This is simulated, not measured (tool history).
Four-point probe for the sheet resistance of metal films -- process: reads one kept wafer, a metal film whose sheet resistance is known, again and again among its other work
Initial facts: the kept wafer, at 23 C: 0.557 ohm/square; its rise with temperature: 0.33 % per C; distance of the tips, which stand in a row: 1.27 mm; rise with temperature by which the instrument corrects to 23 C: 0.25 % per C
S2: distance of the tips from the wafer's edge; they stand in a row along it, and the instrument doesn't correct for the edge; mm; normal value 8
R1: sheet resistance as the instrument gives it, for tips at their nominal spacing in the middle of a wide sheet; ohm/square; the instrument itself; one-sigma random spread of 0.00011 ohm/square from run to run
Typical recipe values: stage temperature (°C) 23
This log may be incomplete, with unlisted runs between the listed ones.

run 1 hour=0.0 | stage_temperature_(°C)=23 S2=8 | R1=0.564667
run 2 hour=70.7 | stage_temperature_(°C)=23 S2=8 | R1=0.564220
-- hour=94.6 stage's thermometer calibrated
run 3 hour=124.3 | stage_temperature_(°C)=23 S2=8 | R1=0.564332
run 4 hour=183.0 | stage_temperature_(°C)=23 S2=8 | R1=0.564538
run 5 hour=227.3 | stage_temperature_(°C)=23 S2=8 | R1=0.564334
run 6 hour=270.6 | stage_temperature_(°C)=23 S2=8 | R1=0.564432
run 7 hour=317.5 | stage_temperature_(°C)=23 S2=8 | R1=0.564476
run 8 hour=358.8 | stage_temperature_(°C)=23 S2=8 | R1=0.564474
run 9 hour=420.3 | stage_temperature_(°C)=32 S2=5 | R1=0.579398
run 10 hour=482.9 | stage_temperature_(°C)=32 S2=5 | R1=0.579259
run 11 hour=530.2 | stage_temperature_(°C)=32 S2=5 | R1=0.579219
run 12 hour=607.9 | stage_temperature_(°C)=32 S2=5 | R1=0.579419
run 13 hour=651.0 | stage_temperature_(°C)=32 S2=5 | R1=0.579425
run 14 hour=692.9 | stage_temperature_(°C)=27 S2=72 | R1=0.558529
run 15 hour=758.0 | stage_temperature_(°C)=26 S2=8 | R1=0.565355

What if the next run were any one of these 3? Each begins from the tool's condition after run 15:
run A hour=802.4 | stage_temperature_(°C)=35 S2=8 | R1=?
run B hour=802.4 | stage_temperature_(°C)=18 S2=5 | R1=?
run C hour=802.4 | stage_temperature_(°C)=26 S2=4 | R1=?

run=A R1=0.569253
run=B R1=0.573327
run=C R1=0.586793
What these runs would have given with no unlogged condition in the tool:
run=A R1=0.569305
run=B R1=0.573379
run=C R1=0.586847
